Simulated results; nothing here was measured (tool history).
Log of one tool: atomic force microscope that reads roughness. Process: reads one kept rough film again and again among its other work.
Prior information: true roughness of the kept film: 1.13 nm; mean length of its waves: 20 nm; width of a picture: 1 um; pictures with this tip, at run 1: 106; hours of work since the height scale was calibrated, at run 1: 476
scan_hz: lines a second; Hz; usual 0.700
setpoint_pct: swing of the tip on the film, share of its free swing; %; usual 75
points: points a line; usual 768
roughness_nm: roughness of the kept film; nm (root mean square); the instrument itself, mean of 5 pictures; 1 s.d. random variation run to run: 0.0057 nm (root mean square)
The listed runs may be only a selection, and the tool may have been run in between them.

run	hour	scan_hz	setpoint_pct	points	pictures with this tip	hours of work since the height scale was calibrated	roughness_nm
1	0.0	0.700	75	768	106	476	1.007
# hour 4.4: new tip fitted
2	20.7	0.700	59	768	23	485	1.042
3	69.4	0.700	59	996	91	505	1.036
# hour 82.4: new tip fitted
4	100.9	0.700	67	768	26	518	1.038
5	128.7	0.700	67	768	65	530	1.021
# hour 161.4: new tip fitted
6	161.4	0.700	67	768	0	543	1.027
7	194.8	0.700	67	768	47	558	1.022
8	227.1	0.700	67	768	92	571	1.023
# hour 242.4: new tip fitted
9	265.5	0.700	75	768	33	587	1.013
10	303.2	0.700	75	768	85	603	1.015
# hour 322.4: new tip fitted
11	336.3	0.700	61	768	19	617	1.035
12	377.7	1.068	79	374	77	634	0.950
# hour 400.4: new tip fitted
13	408.4	1.068	79	374	11	647	0.948
14	455.5	1.068	79	374	77	667	0.954
# hour 479.9: new tip fitted
15	505.1	1.068	79	374	35	688	0.955
16	531.2	0.655	75	486	72	699	1.015
17	555.4	0.655	75	459	106	709	1.008
# hour 558.8: new tip fitted
18	589.3	0.700	75	638	43	723	1.015
19	614.5	0.700	75	701	78	734	1.009
# hour 640.0: new tip fitted
20	656.1	1.096	75	717	23	751	0.978
21	691.0	1.096	75	717	72	766	0.988
# hour 719.3: new tip fitted
22	736.0	1.523	75	538	23	785	0.945

How the hidden state differs across the entries between the runs, from the last listed run before each to the first after it:
Logged between run 1 and run 2: new tip fitted (hour 4.4)
  radius of the tip, nm: 5.2 -> 5
Logged between run 3 and run 4: new tip fitted (hour 82.4)
  radius of the tip, nm: 5.2 -> 5.1
Logged between run 5 and run 6: new tip fitted (hour 161.4)
  radius of the tip, nm: 5.1 -> 5
Logged between run 8 and run 9: new tip fitted (hour 242.4)
  radius of the tip, nm: 5.2 -> 5.1
Logged between run 10 and run 11: new tip fitted (hour 322.4)
  radius of the tip, nm: 5.2 -> 5
Logged between run 12 and run 13: new tip fitted (hour 400.4)
  radius of the tip, nm: 5.2 -> 5
Logged between run 14 and run 15: new tip fitted (hour 479.9)
  radius of the tip, nm: 5.2 -> 5.1
Logged between run 17 and run 18: new tip fitted (hour 558.8)
  radius of the tip, nm: 5.2 -> 5.1
Logged between run 19 and run 20: new tip fitted (hour 640.0)
  radius of the tip, nm: 5.2 -> 5.1
Logged between run 21 and run 22: new tip fitted (hour 719.3)
  radius of the tip, nm: 5.2 -> 5.1

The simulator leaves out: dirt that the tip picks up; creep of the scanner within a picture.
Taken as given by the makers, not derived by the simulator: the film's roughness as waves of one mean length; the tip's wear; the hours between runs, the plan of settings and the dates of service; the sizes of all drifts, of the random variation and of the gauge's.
